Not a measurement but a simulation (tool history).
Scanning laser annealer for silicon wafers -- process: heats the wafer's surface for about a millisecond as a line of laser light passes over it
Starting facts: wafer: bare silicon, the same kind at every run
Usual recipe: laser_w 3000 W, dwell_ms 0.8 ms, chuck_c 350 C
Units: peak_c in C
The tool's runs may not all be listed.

run,hour,laser_w,dwell_ms,chuck_c,peak_c
1,0,3000,0.8,350,1078
2,47.5,3000,0.8,350,1077
3,88.9,3000,0.8,360,1086
4,137.7,3000,0.8,350,1079
5,197.3,3000,0.8,350,1075
6,251.4,2569,0.8,350,960
7,302,2569,0.8,350,958
8,348.4,2569,0.8,350,962
9,407.8,2569,0.8,310,920
10,465.9,3000,0.757,350,1056
11,509,3000,0.8,350,1075
12,555.9,3000,0.8,350,1075
13,593.3,2875,0.8,323,1012
14,633.7,2601,0.939,370,1049
15,681,2933,0.939,330,1104
16,732.2,2933,0.939,330,1104
17,792.7,2933,0.939,330,1103
18,820.7,2648,0.987,330,1044
19,869.9,2600,0.78,350,961
20,926.4,3296,0.794,337,1140
21,973.6,3296,0.794,337,1139

Below are 4 alternative next runs, each starting from the tool's condition after run 21. Predict each:
A,1014,3000,0.593,350,?
B,1014,3296,0.794,352,?
C,1014,2918,0.596,369,?
D,1014,3296,0.74,337,?

run,peak_c
A,958
B,1156
C,964
D,1108
With the hidden condition removed and each run's random variation left untouched, the same runs would have given:
run,peak_c
A,959
B,1157
C,965
D,1109
